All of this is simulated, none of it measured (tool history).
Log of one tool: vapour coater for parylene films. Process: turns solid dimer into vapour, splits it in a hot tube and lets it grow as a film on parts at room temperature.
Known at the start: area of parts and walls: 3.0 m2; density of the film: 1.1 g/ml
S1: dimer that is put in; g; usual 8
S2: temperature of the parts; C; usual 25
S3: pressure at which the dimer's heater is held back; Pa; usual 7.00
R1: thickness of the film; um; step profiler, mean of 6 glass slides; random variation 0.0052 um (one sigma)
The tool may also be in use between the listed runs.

run    hour  S1  S2    S3     R1
  1     0.0   8  25  7.00  1.714
  2    72.0   8  25  7.00  1.698
  3   146.9   8  25  7.00  1.679
  4   219.9   8  25  7.00  1.670
      232.1  -- trap's valve overhauled
  5   306.4   4  25  7.00  0.871
  6   363.2   8  27  7.00  1.607
  7   451.5   8  23  7.00  1.868
  8   522.9   8  23  7.00  1.851
  9   608.9   8  33  7.00  1.212
 10   678.8   4  19  6.29  1.069
      728.3  -- trap's valve overhauled
 11   729.1  10  19  4.01  2.911
 12   775.3  10  19  4.01  2.907
 13   811.8  10  19  4.01  2.880
 14   847.6  11  25  3.37  2.503
 15   890.1   3  32  2.57  0.514
 16   926.0   4  19  7.00  1.104
 17  1011.2   4  24  4.49  0.907

Forecast each of these 4 alternatives for the next run:
  A  1099.1  10  24  4.49   ?
  B  1099.1   8  23  7.00   ?
  C  1099.1   8  29  7.00   ?
  D  1099.1   8  29  7.00   ?

run     R1
  A  2.259
  B  1.836
  C  1.439
  D  1.433
Without the tool's hidden state the same runs would have given:
run     R1
  A  2.309
  B  1.876
  C  1.471
  D  1.464
